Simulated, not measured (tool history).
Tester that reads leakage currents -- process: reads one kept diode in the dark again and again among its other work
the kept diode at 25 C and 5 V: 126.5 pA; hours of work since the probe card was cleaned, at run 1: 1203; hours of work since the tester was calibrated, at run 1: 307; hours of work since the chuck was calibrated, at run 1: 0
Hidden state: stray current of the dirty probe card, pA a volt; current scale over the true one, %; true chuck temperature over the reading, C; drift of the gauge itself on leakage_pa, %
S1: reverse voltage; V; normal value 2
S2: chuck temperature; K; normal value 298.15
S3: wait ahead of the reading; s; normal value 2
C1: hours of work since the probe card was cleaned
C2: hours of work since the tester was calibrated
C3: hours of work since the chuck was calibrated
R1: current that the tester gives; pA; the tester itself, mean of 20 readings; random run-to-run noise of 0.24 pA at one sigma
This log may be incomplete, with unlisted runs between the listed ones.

run 1 day=0 | S1=2 S2=298.15 S3=2 | C1=1203 C2=307 C3=0 | R1=81.02
run 2 day=5.554 | S1=2 S2=297.15 S3=2 | C1=1277 C2=381 C3=75 | R1=74.21
run 3 day=11.308 | S1=2 S2=297.15 S3=2 | C1=1355 C2=458 C3=152 | R1=73.51
run 4 day=14.9 | S1=2 S2=297.15 S3=2 | C1=1403 C2=507 C3=200 | R1=73.26
run 5 day=20.808 | S1=2 S2=298.15 S3=2.29 | C1=1482 C2=586 C3=279 | R1=78.2
run 6 day=23.746 | S1=5.36 S2=298.15 S3=2 | C1=1522 C2=625 C3=319 | R1=134.56
run 7 day=27.192 | S1=5.36 S2=298.15 S3=4.73 | C1=1568 C2=672 C3=365 | R1=133.29
run 8 day=33.512 | S1=2 S2=298.15 S3=1.2 | C1=1653 C2=757 C3=450 | R1=76.71
run 9 day=37.725 | S1=2 S2=298.15 S3=1.2 | C1=1709 C2=813 C3=506 | R1=76.06
run 10 day=42.05 | S1=2 S2=298.15 S3=1.2 | C1=1767 C2=871 C3=565 | R1=75.93
-- day=43.575 chuck's temperature calibrated
run 11 day=44.962 | S1=2 S2=298.15 S3=1.2 | C1=1805 C2=909 C3=19 | R1=83.97
-- day=48.758 probe card cleaned and baked
run 12 day=51.212 | S1=3.83 S2=305.15 S3=0.46 | C1=33 C2=991 C3=101 | R1=204.79
run 13 day=55.9 | S1=2 S2=295.15 S3=0.87 | C1=96 C2=1054 C3=164 | R1=65.83
run 14 day=61.558 | S1=16.54 S2=301.15 S3=3.51 | C1=172 C2=1130 C3=240 | R1=344.65
-- day=62.208 probe card cleaned and baked, once more
run 15 day=66.529 | S1=3.83 S2=302.15 S3=0.53 | C1=58 C2=1195 C3=305 | R1=147.44
run 16 day=72.258 | S1=9.72 S2=298.15 S3=2 | C1=135 C2=1272 C3=382 | R1=170.32
run 17 day=78.542 | S1=9.72 S2=298.15 S3=2 | C1=219 C2=1357 C3=466 | R1=169.22
run 18 day=84.179 | S1=6.3 S2=297.15 S3=1.87 | C1=295 C2=1432 C3=542 | R1=122.74

Run 19, settings as shown, results not yet in. Your forecast:
-- day=87.546 chuck's temperature calibrated
run 19 day=88.971 | S1=1.32 S2=298.15 S3=0.56 | C1=358 C2=1496 C3=19 | R1=?

Run 19 measured R1 65.09 pA.
Had the tool carried no hidden state, the very same run would have given R1 64.4 pA.
